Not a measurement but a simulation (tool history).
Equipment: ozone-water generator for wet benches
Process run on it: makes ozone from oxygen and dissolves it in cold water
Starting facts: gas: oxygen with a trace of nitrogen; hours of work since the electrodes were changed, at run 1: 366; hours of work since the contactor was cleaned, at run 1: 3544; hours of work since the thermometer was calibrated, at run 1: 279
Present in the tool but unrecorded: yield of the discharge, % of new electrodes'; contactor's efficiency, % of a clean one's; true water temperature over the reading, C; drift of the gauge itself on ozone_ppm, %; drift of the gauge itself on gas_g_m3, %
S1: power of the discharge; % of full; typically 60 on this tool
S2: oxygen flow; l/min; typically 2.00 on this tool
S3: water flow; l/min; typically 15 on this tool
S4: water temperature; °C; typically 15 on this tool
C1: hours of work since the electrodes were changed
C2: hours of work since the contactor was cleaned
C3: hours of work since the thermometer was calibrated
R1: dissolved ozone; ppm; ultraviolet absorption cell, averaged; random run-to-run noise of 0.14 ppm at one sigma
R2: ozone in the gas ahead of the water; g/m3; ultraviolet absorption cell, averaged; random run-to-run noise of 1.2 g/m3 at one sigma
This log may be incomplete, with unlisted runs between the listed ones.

run    hour  S1    S2  S3  S4    C1    C2    C3    R1     R2
  1     0.0  60  2.00  15  15   366  3544   279  16.4  207.3
  2    63.1  60  2.00  15  15   409  3586   322  16.4  208.5
  3   147.2  60  2.00  15  15   465  3642   378  16.4  209.6
  4   193.3  60  2.00  15  15   495  3673   409  16.3  207.1
  5   272.3  60  2.00  15  15   548  3726   461  16.3  207.0
  6   349.8  60  2.00  12  15   600  3778   513  19.9  206.5
  7   430.7  60  2.00  23  15   654  3832   567  10.5  206.7
      520.3  -- contactor cleaned
  8   526.6  60  2.00  12  15   715     4   629  20.2  208.9
  9   626.5  60  2.00  12  15   782    71   695  19.9  208.6
 10   684.8  60  2.00  12  15   821   110   734  20.1  209.6
 11   778.4  60  2.90  15  15   884   172   797  18.1  179.2
 12   845.5  60  2.53  15  15   928   217   842  17.3  190.3
 13   923.8  60  1.06  14   8   981   269   894  14.5  275.9
 14  1014.3  55  2.54  18  18  1041   330   954  13.1  175.8
 15  1107.2  55  3.23  18  11  1103   392  1016  15.3  158.8
 16  1161.1  60  1.41  14  15  1139   428  1052  15.5  245.2

The next listed run, before its measurement:
 17  1243.2  71  2.84  15  15  1194  483  1107   ?   ?

Logged for run 17: R1 20.7 ppm, R2 213.2 g/m3.
With the hidden condition absent and the run-to-run variation left alone, this run would have shown R1 20.7 ppm, R2 208.8 g/m3.
